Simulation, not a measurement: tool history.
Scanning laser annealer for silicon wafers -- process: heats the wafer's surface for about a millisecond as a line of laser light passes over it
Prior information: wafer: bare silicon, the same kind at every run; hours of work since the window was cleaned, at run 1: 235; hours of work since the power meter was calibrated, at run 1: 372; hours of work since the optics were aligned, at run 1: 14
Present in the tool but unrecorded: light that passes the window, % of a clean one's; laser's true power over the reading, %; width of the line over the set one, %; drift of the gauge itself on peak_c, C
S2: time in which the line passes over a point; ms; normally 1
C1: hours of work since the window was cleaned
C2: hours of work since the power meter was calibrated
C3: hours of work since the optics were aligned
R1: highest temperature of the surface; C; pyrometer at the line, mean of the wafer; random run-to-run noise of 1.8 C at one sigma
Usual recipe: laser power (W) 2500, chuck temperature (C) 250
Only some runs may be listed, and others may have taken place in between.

Run 1, hour 0: usual settings; C1 235; C2 372; C3 14. Result: R1 975 C.
Run 2, hour 35.9: usual settings; C1 259; C2 397; C3 38. Result: R1 978 C.
Run 3, hour 68.5: usual settings; C1 282; C2 419; C3 61. Result: R1 978 C.
Run 4, hour 97.5: usual settings but laser power (W) 2432; C1 302; C2 439; C3 81. Result: R1 953 C.
Run 5, hour 138.1: usual settings but laser power (W) 2324; C1 330; C2 467; C3 109. Result: R1 918 C.
Run 6, hour 182.8: usual settings but laser power (W) 2324, S2 1.13 ms, chuck temperature (C) 213; C1 360; C2 498; C3 139. Result: R1 919 C.
Run 7, hour 228.8: usual settings but laser power (W) 2557, S2 0.87 ms, chuck temperature (C) 268; C1 392; C2 529; C3 171. Result: R1 966 C.
Run 8, hour 275.9: usual settings but laser power (W) 2557, S2 0.87 ms, chuck temperature (C) 268; C1 424; C2 562; C3 203. Result: R1 967 C.

Run 9 is up next; what results do you expect?
Run 9, hour 299: usual settings but S2 1.24 ms; C1 440; C2 578; C3 219. Result: R1 ?.

Logged for run 9: R1 1054 C.
Had the tool carried no hidden state, the very same run would have given R1 1054 C.

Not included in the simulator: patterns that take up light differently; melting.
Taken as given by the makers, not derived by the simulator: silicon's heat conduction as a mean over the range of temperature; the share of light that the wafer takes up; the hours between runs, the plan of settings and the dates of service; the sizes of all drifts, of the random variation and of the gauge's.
